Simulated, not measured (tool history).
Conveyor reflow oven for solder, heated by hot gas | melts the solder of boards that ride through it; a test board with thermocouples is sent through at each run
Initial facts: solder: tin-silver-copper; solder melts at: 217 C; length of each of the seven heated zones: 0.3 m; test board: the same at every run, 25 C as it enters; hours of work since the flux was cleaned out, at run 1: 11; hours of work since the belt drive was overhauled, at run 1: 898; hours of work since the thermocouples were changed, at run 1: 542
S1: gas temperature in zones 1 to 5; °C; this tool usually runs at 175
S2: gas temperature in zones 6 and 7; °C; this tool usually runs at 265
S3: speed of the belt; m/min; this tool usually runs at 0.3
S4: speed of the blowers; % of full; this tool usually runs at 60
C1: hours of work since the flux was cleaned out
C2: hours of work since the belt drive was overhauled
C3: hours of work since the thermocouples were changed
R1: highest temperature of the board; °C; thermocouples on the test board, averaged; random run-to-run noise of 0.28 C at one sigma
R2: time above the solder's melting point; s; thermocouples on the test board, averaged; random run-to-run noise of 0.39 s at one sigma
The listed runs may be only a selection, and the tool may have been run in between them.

{"run": 1, "hour": 0.0, "S1": 175, "S2": 265, "S3": 0.3, "S4": 60, "C1": 11, "C2": 898, "C3": 542, "R1": 253.9, "R2": 96.8}
{"run": 2, "hour": 22.0, "S1": 175, "S2": 265, "S3": 0.3, "S4": 60, "C1": 24, "C2": 911, "C3": 555, "R1": 253.4, "R2": 97.5}
{"run": 3, "hour": 66.6, "S1": 175, "S2": 265, "S3": 0.3, "S4": 60, "C1": 51, "C2": 938, "C3": 582, "R1": 253.1, "R2": 96.5}
{"run": 4, "hour": 106.8, "S1": 175, "S2": 265, "S3": 0.3, "S4": 60, "C1": 75, "C2": 962, "C3": 606, "R1": 253.2, "R2": 96.6}
{"run": 5, "hour": 140.4, "S1": 175, "S2": 265, "S3": 0.3, "S4": 60, "C1": 95, "C2": 983, "C3": 627, "R1": 253.4, "R2": 96.5}
{"hour": 154.4, "done": "thermocouples of zones 6 and 7 changed"}
{"run": 6, "hour": 182.0, "S1": 175, "S2": 265, "S3": 0.3, "S4": 60, "C1": 119, "C2": 1006, "C3": 17, "R1": 255, "R2": 98.6}
{"run": 7, "hour": 214.5, "S1": 175, "S2": 265, "S3": 0.3, "S4": 61, "C1": 139, "C2": 1026, "C3": 36, "R1": 255.6, "R2": 99.7}
{"run": 8, "hour": 246.6, "S1": 175, "S2": 265, "S3": 0.3, "S4": 61, "C1": 158, "C2": 1045, "C3": 56, "R1": 255.1, "R2": 98.3}
{"run": 9, "hour": 288.4, "S1": 175, "S2": 265, "S3": 0.3, "S4": 70, "C1": 183, "C2": 1070, "C3": 81, "R1": 256, "R2": 99.9}
{"run": 10, "hour": 312.4, "S1": 175, "S2": 265, "S3": 0.3, "S4": 70, "C1": 198, "C2": 1085, "C3": 95, "R1": 256.5, "R2": 100.1}
{"run": 11, "hour": 360.1, "S1": 175, "S2": 265, "S3": 0.3, "S4": 70, "C1": 226, "C2": 1114, "C3": 124, "R1": 255.8, "R2": 99.7}
{"run": 12, "hour": 404.0, "S1": 176, "S2": 265, "S3": 0.3, "S4": 60, "C1": 253, "C2": 1140, "C3": 150, "R1": 254.9, "R2": 98.6}
{"hour": 412.5, "done": "flux residue cleaned out of gas plates and filters"}
{"run": 13, "hour": 440.4, "S1": 176, "S2": 265, "S3": 0.3, "S4": 60, "C1": 17, "C2": 1159, "C3": 169, "R1": 255.2, "R2": 99.5}
{"run": 14, "hour": 487.2, "S1": 175, "S2": 265, "S3": 0.3, "S4": 60, "C1": 45, "C2": 1187, "C3": 198, "R1": 254.9, "R2": 99.3}
{"run": 15, "hour": 530.6, "S1": 175, "S2": 265, "S3": 0.3, "S4": 60, "C1": 71, "C2": 1213, "C3": 224, "R1": 255, "R2": 99.3}
{"run": 16, "hour": 565.6, "S1": 175, "S2": 265, "S3": 0.3, "S4": 60, "C1": 92, "C2": 1235, "C3": 245, "R1": 254.9, "R2": 99.6}
{"run": 17, "hour": 604.9, "S1": 175, "S2": 265, "S3": 0.346, "S4": 86, "C1": 116, "C2": 1258, "C3": 269, "R1": 253.7, "R2": 85.1}
{"hour": 613.0, "done": "belt drive overhauled, speed set with a stopwatch"}
{"run": 18, "hour": 656.5, "S1": 175, "S2": 261, "S3": 0.292, "S4": 54, "C1": 145, "C2": 26, "C3": 297, "R1": 250.9, "R2": 99.4}
{"run": 19, "hour": 689.0, "S1": 166, "S2": 265, "S3": 0.262, "S4": 60, "C1": 164, "C2": 46, "C3": 317, "R1": 256.9, "R2": 114.2}
{"run": 20, "hour": 710.8, "S1": 177, "S2": 265, "S3": 0.262, "S4": 66, "C1": 177, "C2": 59, "C3": 330, "R1": 258, "R2": 121.7}
{"run": 21, "hour": 747.6, "S1": 172, "S2": 265, "S3": 0.287, "S4": 58, "C1": 200, "C2": 81, "C3": 352, "R1": 254.9, "R2": 104.6}
{"run": 22, "hour": 788.0, "S1": 173, "S2": 263, "S3": 0.351, "S4": 53, "C1": 224, "C2": 106, "C3": 377, "R1": 247.5, "R2": 74.7}
{"run": 23, "hour": 813.0, "S1": 173, "S2": 263, "S3": 0.351, "S4": 53, "C1": 239, "C2": 121, "C3": 392, "R1": 247.7, "R2": 75.2}
{"hour": 833.2, "done": "belt drive overhauled, speed set with a stopwatch, once more"}
{"hour": 845.7, "done": "flux residue cleaned out of gas plates and filters"}
{"run": 24, "hour": 847.4, "S1": 169, "S2": 278, "S3": 0.266, "S4": 60, "C1": 1, "C2": 6, "C3": 407, "R1": 267.8, "R2": 117.6}
{"run": 25, "hour": 896.0, "S1": 169, "S2": 278, "S3": 0.266, "S4": 60, "C1": 30, "C2": 35, "C3": 436, "R1": 268.3, "R2": 117.6}
{"run": 26, "hour": 928.4, "S1": 188, "S2": 268, "S3": 0.266, "S4": 68, "C1": 50, "C2": 54, "C3": 456, "R1": 261.1, "R2": 123.2}
{"run": 27, "hour": 965.3, "S1": 188, "S2": 268, "S3": 0.266, "S4": 68, "C1": 72, "C2": 77, "C3": 478, "R1": 260.4, "R2": 123.8}
{"run": 28, "hour": 999.4, "S1": 188, "S2": 268, "S3": 0.266, "S4": 68, "C1": 93, "C2": 97, "C3": 499, "R1": 259.8, "R2": 124.5}
{"run": 29, "hour": 1042.9, "S1": 170, "S2": 266, "S3": 0.328, "S4": 68, "C1": 119, "C2": 123, "C3": 525, "R1": 252.1, "R2": 81.5}

A few steps of R1 between consecutive runs. Split each: what settings, incoming material and random variation would produce without the hidden state, and what is left over for the hidden state, along with gauge scatter present in only one of the two compared results (measured, and without hidden state):
The tool's hidden condition here consists of: heat that the gas passes to the board, % of a clean oven's; belt's true speed, % of the reading; true gas temperature in zones 6 and 7 over the reading, C; drift of the gauge itself on peak_c, C; drift of the gauge itself on liquid_s, %.
Run 5 -> 6: thermocouples of zones 6 and 7 changed. R1 +1.6 °C: hidden state +2, all else -0.4.
Run 23 -> 24: S1 173 -> 169, S2 263 -> 278, S3 0.351 -> 0.266, S4 53 -> 60, belt drive overhauled, speed set with a stopwatch, once more, flux residue cleaned out of gas plates and filters. R1 +20.1 °C: hidden state -1.1, all else +21.2.
Run 28 -> 29: S1 188 -> 170, S2 268 -> 266, S3 0.266 -> 0.328. R1 -7.7 °C: hidden state -0.2, all else -7.5.

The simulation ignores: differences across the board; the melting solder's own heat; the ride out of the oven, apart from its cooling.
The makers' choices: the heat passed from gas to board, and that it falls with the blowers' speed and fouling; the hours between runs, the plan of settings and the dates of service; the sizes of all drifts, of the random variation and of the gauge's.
